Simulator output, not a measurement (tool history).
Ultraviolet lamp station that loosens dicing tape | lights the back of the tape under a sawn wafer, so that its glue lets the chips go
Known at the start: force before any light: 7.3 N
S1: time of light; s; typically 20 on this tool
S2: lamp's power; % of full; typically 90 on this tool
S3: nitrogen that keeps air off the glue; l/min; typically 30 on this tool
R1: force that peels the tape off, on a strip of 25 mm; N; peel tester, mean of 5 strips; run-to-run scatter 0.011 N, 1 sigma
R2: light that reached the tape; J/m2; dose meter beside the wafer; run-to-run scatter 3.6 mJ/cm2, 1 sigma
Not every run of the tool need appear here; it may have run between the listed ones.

| run | hour | S1 | S2 | S3 | R1 | R2 |
|---|---|---|---|---|---|---|
| 1 | 0 | 20 | 90 | 30 | 0.561 | 5520 |
| 2 | 7.7 | 20 | 90 | 30 | 0.58 | 5530 |
| 3 | 19.8 | 20 | 90 | 30 | 0.573 | 5490 |
| 4 | 30.9 | 20 | 90 | 14 | 0.991 | 5500 |
| 5 | 39.2 | 16 | 90 | 30 | 0.892 | 4350 |
| 6 | 46.9 | 16 | 90 | 30 | 0.893 | 4350 |
| 7 | 59 | 10 | 90 | 30 | 1.857 | 2690 |
| 8 | 68.1 | 10 | 90 | 30 | 1.791 | 2750 |
| 9 | 75.6 | 10 | 90 | 30 | 1.856 | 2710 |
| 10 | 87.8 | 20 | 91 | 54 | 0.42 | 5380 |
| 11 | 97.9 | 20 | 91 | 54 | 0.42 | 5490 |
| 12 | 112.1 | 19 | 75 | 41 | 0.737 | 4310 |
| 13 | 121.5 | 17 | 70 | 35 | 1.157 | 3530 |
| 14 | 131.9 | 32 | 75 | 12 | 0.68 | 7120 |
| 15 | 138 | 32 | 75 | 12 | 0.678 | 7100 |
| 16 | 146.3 | 38 | 65 | 42 | 0.273 | 7260 |

4 ways to go on from here, each from the tool as it stands after run 16. What would each give?
| A | 152.3 | 20 | 90 | 29 | ? | ? |
| B | 152.3 | 25 | 91 | 16 | ? | ? |
| C | 152.3 | 12 | 86 | 30 | ? | ? |
| D | 152.3 | 20 | 62 | 30 | ? | ? |

| run | R1 | R2 |
|---|---|---|
| A | 0.608 | 5340 |
| B | 0.592 | 6770 |
| C | 1.553 | 3030 |
| D | 1.181 | 3740 |
Without the tool's hidden state the same runs would have given:
| run | R1 | R2 |
|---|---|---|
| A | 0.484 | 6050 |
| B | 0.47 | 7660 |
| C | 1.29 | 3430 |
| D | 0.96 | 4220 |
